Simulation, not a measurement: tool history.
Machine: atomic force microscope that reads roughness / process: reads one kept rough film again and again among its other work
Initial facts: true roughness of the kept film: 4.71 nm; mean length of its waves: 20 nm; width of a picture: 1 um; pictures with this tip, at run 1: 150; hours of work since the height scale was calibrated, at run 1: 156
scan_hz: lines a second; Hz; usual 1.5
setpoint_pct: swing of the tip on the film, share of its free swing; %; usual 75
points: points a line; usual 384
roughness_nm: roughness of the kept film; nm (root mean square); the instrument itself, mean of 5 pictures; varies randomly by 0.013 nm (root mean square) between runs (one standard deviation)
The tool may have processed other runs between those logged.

| run | hour | scan_hz | setpoint_pct | points | pictures with this tip | hours of work since the height scale was calibrated | roughness_nm |
|---|---|---|---|---|---|---|---|
| 1 | 0 | 1.5 | 75 | 384 | 150 | 156 | 1.915 |
| 2 | 8.6 | 1.5 | 66 | 384 | 160 | 160 | 1.917 |
| 3 | 28 | 1.5 | 66 | 384 | 184 | 170 | 1.828 |
|  | 30.2 | new tip fitted |
| 4 | 41.2 | 3.86 | 66 | 384 | 14 | 177 | 2.725 |
| 5 | 59.4 | 3.86 | 66 | 384 | 36 | 186 | 2.523 |
| 6 | 74.7 | 0.59 | 75 | 384 | 55 | 194 | 2.532 |
| 7 | 93 | 0.59 | 75 | 384 | 78 | 203 | 2.4 |
|  | 94.8 | height scale calibrated on a step standard |
| 8 | 103.6 | 0.59 | 75 | 384 | 89 | 5 | 2.306 |
| 9 | 112.3 | 2.95 | 61 | 504 | 100 | 9 | 2.181 |
| 10 | 120.6 | 1.5 | 56 | 384 | 110 | 13 | 2.196 |

Run 11 comes next. What will it give?
| 11 | 131.3 | 0.51 | 82 | 384 | 124 | 19 | ? |

{"run 11": {"roughness_nm": 2.11}}
Were there no unlogged condition in the tool, this run, its random variation unchanged, would have produced roughness_nm 3.07 nm (root mean square).

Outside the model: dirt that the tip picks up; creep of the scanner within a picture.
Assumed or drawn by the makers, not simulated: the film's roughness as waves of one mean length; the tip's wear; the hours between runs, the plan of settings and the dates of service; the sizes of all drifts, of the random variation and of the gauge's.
